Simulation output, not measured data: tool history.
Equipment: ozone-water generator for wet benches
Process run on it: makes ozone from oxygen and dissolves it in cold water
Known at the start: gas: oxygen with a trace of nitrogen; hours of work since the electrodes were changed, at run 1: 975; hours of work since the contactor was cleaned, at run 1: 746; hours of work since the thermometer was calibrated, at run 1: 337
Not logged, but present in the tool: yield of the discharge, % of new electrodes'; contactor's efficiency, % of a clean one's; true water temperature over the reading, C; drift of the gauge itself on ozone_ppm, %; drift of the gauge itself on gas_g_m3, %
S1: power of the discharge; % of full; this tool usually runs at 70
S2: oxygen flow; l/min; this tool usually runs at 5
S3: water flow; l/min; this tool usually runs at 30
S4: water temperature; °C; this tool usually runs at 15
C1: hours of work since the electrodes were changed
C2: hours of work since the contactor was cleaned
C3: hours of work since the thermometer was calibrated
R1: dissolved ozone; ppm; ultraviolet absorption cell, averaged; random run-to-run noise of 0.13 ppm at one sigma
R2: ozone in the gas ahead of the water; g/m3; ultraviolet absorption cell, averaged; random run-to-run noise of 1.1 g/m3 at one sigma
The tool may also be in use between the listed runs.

Run 1, day 0: usual settings; C1 975; C2 746; C3 337. Result: R1 14.1 ppm, R2 195.5 g/m3.
Run 2, day 2.046: usual settings; C1 1007; C2 778; C3 370. Result: R1 13.9 ppm, R2 195.2 g/m3.
Run 3, day 3.046: usual settings; C1 1022; C2 793; C3 385. Result: R1 14.1 ppm, R2 191.1 g/m3.
Run 4, day 4.938: usual settings but S2 2.93 l/min; C1 1052; C2 823; C3 415. Result: R1 13.5 ppm, R2 278 g/m3.
Run 5, day 7.017: usual settings but S2 2.93 l/min; C1 1085; C2 856; C3 448. Result: R1 13.5 ppm, R2 273.3 g/m3.
Run 6, day 8.4: usual settings but S2 2.93 l/min; C1 1106; C2 878; C3 469. Result: R1 13.4 ppm, R2 273.8 g/m3.
Run 7, day 9.829: usual settings but S2 2.93 l/min; C1 1129; C2 900; C3 492. Result: R1 13.4 ppm, R2 274.8 g/m3.
Run 8, day 11.521: usual settings but S2 2.93 l/min; C1 1155; C2 927; C3 518. Result: R1 13.4 ppm, R2 275.1 g/m3.
Run 9, day 12.8: usual settings but S2 2.93 l/min; C1 1175; C2 947; C3 538. Result: R1 13.5 ppm, R2 271.4 g/m3.
Run 10, day 14.229: usual settings but S1 46 % of full, S2 8.05 l/min; C1 1198; C2 969; C3 561. Result: R1 10 ppm, R2 104.3 g/m3.
Run 11, day 15.492: usual settings but S1 45 % of full, S2 2.83 l/min, S3 27 l/min, S4 8 °C; C1 1218; C2 989; C3 581. Result: R1 11 ppm, R2 203 g/m3.
Run 12, day 17.662: usual settings but S1 45 % of full, S2 2.83 l/min, S3 27 l/min, S4 8 °C; C1 1252; C2 1023; C3 615. Result: R1 11.2 ppm, R2 200.8 g/m3.
Run 13, day 19.25: usual settings but S1 45 % of full, S2 2.83 l/min, S3 27 l/min, S4 8 °C; C1 1277; C2 1048; C3 640. Result: R1 11.2 ppm, R2 202.3 g/m3.
Run 14, day 20.583: usual settings but S1 45 % of full, S2 2.83 l/min, S3 39 l/min; C1 1298; C2 1069; C3 661. Result: R1 7.5 ppm, R2 203.1 g/m3.
Run 15, day 22.446: usual settings but S1 45 % of full, S2 2.83 l/min, S3 39 l/min; C1 1327; C2 1098; C3 690. Result: R1 7.4 ppm, R2 201.7 g/m3.
Run 16, day 23.812: usual settings but S1 45 % of full, S2 2.83 l/min, S3 39 l/min; C1 1348; C2 1120; C3 711. Result: R1 7.6 ppm, R2 202.1 g/m3.
Run 17, day 25.721: usual settings but S1 45 % of full, S2 2.83 l/min, S3 39 l/min; C1 1378; C2 1150; C3 741. Result: R1 7.6 ppm, R2 200.7 g/m3.
Run 18, day 27.7: usual settings but S2 4.45 l/min, S3 35 l/min, S4 9 °C; C1 1410; C2 1181; C3 772. Result: R1 12.5 ppm, R2 205.6 g/m3.

Branching from run 18: 4 alternative next runs. What would each branch give?
Run A, day 29.875: usual settings but S2 3.63 l/min, S3 19 l/min, S4 17 °C; C1 1444; C2 1215; C3 807. Result: R1 ?, R2 ?.
Run B, day 29.875: usual settings but S2 4.45 l/min, S3 35 l/min, S4 18 °C; C1 1444; C2 1215; C3 807. Result: R1 ?, R2 ?.
Run C, day 29.875: usual settings but S2 2.71 l/min, S3 35 l/min, S4 9 °C; C1 1444; C2 1215; C3 807. Result: R1 ?, R2 ?.
Run D, day 29.875: usual settings but S2 4.45 l/min, S3 41 l/min, S4 9 °C; C1 1444; C2 1215; C3 807. Result: R1 ?, R2 ?.

run    R1     R2
  A  19.9  236.6
  B  11.5  208.9
  C  11.6  289.2
  D  10.8  204.9
With the hidden condition removed and each run's random variation left untouched, the same runs would have given:
run    R1     R2
  A    21  244.8
  B  12.2  216.1
  C  12.3  299.2
  D  11.5    212

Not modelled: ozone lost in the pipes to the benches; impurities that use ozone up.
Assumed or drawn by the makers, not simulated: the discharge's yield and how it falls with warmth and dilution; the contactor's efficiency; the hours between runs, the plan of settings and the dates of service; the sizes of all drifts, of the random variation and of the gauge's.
